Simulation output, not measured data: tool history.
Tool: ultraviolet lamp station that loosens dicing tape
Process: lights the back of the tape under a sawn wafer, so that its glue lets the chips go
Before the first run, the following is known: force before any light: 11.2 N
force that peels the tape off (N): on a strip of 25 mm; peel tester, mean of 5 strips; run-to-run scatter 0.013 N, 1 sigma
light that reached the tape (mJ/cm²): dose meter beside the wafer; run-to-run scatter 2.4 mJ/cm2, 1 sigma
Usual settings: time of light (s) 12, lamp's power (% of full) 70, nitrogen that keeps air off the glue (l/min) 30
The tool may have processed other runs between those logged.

run,hour,time of light (s),lamp's power (% of full),nitrogen that keeps air off the glue (l/min),force that peels the tape off (N),light that reached the tape (mJ/cm²)
1,0.0,12,70,30,0.805,244
2,5.5,12,76,30,0.633,257
3,15.3,12,76,30,0.684,267
4,23.2,12,76,30,0.650,263
5,32.2,12,76,38,0.522,254
6,41.2,12,76,38,0.525,259
7,49.6,12,62,30,1.064,213
8,58.0,12,62,30,1.109,215
9,65.9,12,62,30,1.079,210
10,70.6,12,62,30,1.086,210
11,81.2,12,62,30,1.082,213
12,91.4,12,62,30,1.068,212
# hour 92.5: window cleaned of glue's vapour
13,97.3,12,62,30,1.174,206
14,102.6,16,67,17,0.903,286
15,107.6,12,74,14,1.557,247
# hour 109.0: window cleaned of glue's vapour, once more
16,118.3,12,74,14,1.320,256
17,123.5,7,66,19,3.267,135
18,131.6,23,99,19,0.136,660
19,139.1,23,99,9,0.228,654
20,148.8,23,99,9,0.229,651
21,155.2,23,99,9,0.239,647
22,162.4,6,99,9,3.403,168
23,167.7,6,99,9,3.517,170
24,175.4,6,99,9,3.446,171
25,184.4,10,79,30,0.962,222
26,190.0,12,80,30,0.607,269

3 ways to go on from here, each from the tool as it stands after run 26. What would each give?
A,198.7,12,96,30,?,?
B,198.7,15,61,9,?,?
C,198.7,14,81,59,?,?

run,force that peels the tape off (N),light that reached the tape (mJ/cm²)
A,0.361,321
B,1.907,258
C,0.223,318
With the hidden condition removed and each run's random variation left untouched, the same runs would have given:
run,force that peels the tape off (N),light that reached the tape (mJ/cm²)
A,0.247,374
B,1.449,300
C,0.167,370
